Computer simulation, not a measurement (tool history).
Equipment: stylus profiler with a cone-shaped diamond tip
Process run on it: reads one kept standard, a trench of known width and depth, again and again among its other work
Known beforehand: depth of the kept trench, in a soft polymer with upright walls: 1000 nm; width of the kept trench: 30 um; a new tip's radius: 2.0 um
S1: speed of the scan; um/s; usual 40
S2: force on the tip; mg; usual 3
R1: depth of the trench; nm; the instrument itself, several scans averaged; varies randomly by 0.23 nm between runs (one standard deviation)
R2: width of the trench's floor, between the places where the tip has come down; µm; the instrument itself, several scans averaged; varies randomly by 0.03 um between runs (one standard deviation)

Run 1, day 0: usual settings. Result: R1 1017.55 nm, R2 26.35 µm.
Run 2, day 4.054: usual settings. Result: R1 1017.23 nm, R2 26.41 µm.
Run 3, day 7.604: usual settings. Result: R1 1017.26 nm, R2 26.36 µm.
Run 4, day 10.888: usual settings. Result: R1 1017.48 nm, R2 26.37 µm.
Run 5, day 13.575: usual settings. Result: R1 1017.22 nm, R2 26.31 µm.
Run 6, day 16.104: usual settings. Result: R1 1016.73 nm, R2 26.32 µm.
Run 7, day 20.25: usual settings. Result: R1 1017.16 nm, R2 26.37 µm.
Run 8, day 24.379: usual settings. Result: R1 1017 nm, R2 26.35 µm.
At day 25.458: height scale calibrated on a step standard.
Run 9, day 26.292: usual settings. Result: R1 1017.55 nm, R2 26.35 µm.
Run 10, day 29.458: usual settings but S1 26 um/s. Result: R1 1016.99 nm, R2 26.38 µm.
Run 11, day 31.683: usual settings but S2 2.56 mg. Result: R1 1015.09 nm, R2 26.36 µm.
Run 12, day 33.933: usual settings but S2 2.56 mg. Result: R1 1015.54 nm, R2 26.3 µm.
Run 13, day 36.067: usual settings. Result: R1 1016.99 nm, R2 26.36 µm.
Run 14, day 39.483: usual settings but S1 12 um/s, S2 1.75 mg. Result: R1 1012.22 nm, R2 26.43 µm.
Run 15, day 43.096: usual settings but S1 12 um/s, S2 1.75 mg. Result: R1 1012.09 nm, R2 26.42 µm.

What will run 16 give?
Run 16, day 45.667: usual settings but S1 12 um/s, S2 1.75 mg. Result: R1 ?, R2 ?.

R1: 1012.42 nm
R2: 26.44 µm
Were there no unlogged condition in the tool, this run, its random variation unchanged, would have produced R1 1012.42 nm, R2 26.46 µm.
